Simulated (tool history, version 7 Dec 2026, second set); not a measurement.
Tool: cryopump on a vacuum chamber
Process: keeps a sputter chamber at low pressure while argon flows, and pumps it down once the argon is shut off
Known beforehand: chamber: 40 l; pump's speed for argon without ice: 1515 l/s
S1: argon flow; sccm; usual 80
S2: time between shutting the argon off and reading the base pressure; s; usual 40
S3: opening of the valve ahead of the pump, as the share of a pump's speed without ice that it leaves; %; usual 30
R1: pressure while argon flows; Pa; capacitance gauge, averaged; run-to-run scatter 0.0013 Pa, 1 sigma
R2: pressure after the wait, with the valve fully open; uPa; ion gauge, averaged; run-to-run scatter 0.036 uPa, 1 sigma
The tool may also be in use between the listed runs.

Run 1, hour 0: usual settings. Result: R1 0.3131 Pa, R2 3.81 uPa.
Run 2, hour 29.7: usual settings. Result: R1 0.3158 Pa, R2 3.87 uPa.
Run 3, hour 50.5: usual settings but S2 252 s. Result: R1 0.3165 Pa, R2 2.25 uPa.
Run 4, hour 71.8: usual settings but S1 56 sccm. Result: R1 0.2224 Pa, R2 3.82 uPa.
Run 5, hour 88.7: usual settings but S3 22 %. Result: R1 0.4238 Pa, R2 3.96 uPa.
Run 6, hour 112.8: usual settings but S3 22 %. Result: R1 0.4227 Pa, R2 3.92 uPa.
Run 7, hour 137.1: usual settings but S3 22 %. Result: R1 0.4251 Pa, R2 3.82 uPa.
Run 8, hour 154: usual settings but S3 34 %. Result: R1 0.2809 Pa, R2 4.11 uPa.
Run 9, hour 170.4: usual settings but S1 43 sccm, S2 277 s, S3 34 %. Result: R1 0.1518 Pa, R2 2.45 uPa.
Run 10, hour 189.1: usual settings but S1 43 sccm, S2 277 s, S3 34 %. Result: R1 0.1529 Pa, R2 2.48 uPa.
Run 11, hour 209: usual settings but S1 71 sccm, S2 42 s, S3 28 %. Result: R1 0.3027 Pa, R2 3.88 uPa.
Run 12, hour 228.6: usual settings but S1 93 sccm, S2 270 s, S3 43 %. Result: R1 0.2687 Pa, R2 2.52 uPa.
Run 13, hour 249.9: usual settings but S1 69 sccm, S2 169 s, S3 19 %. Result: R1 0.4271 Pa, R2 2.73 uPa.
Run 14, hour 278: usual settings but S2 166 s, S3 37 %. Result: R1 0.2645 Pa, R2 2.75 uPa.

Forecast each of these 5 alternatives for the next run:
Run A, hour 303.1: usual settings but S1 44 sccm, S2 34 s, S3 37 %. Result: R1 ?, R2 ?.
Run B, hour 303.1: usual settings but S1 159 sccm, S2 71 s, S3 27 %. Result: R1 ?, R2 ?.
Run C, hour 303.1: usual settings but S1 36 sccm, S3 17 %. Result: R1 ?, R2 ?.
Run D, hour 303.1: usual settings but S1 78 sccm, S2 20 s, S3 19 %. Result: R1 ?, R2 ?.
Run E, hour 303.1: usual settings but S1 94 sccm. Result: R1 ?, R2 ?.

run      R1    R2
  A  0.1469  4.46
  B  0.7043  3.39
  C  0.2462  4.14
  D  0.4818  5.95
  E    0.38  4.13
The same runs, with their run-to-run variation unchanged, on a tool lacking any hidden condition would have given:
run      R1    R2
  A  0.1332  2.32
  B  0.6551   1.2
  C  0.2351  1.99
  D  0.4576  3.79
  E  0.3507  1.98

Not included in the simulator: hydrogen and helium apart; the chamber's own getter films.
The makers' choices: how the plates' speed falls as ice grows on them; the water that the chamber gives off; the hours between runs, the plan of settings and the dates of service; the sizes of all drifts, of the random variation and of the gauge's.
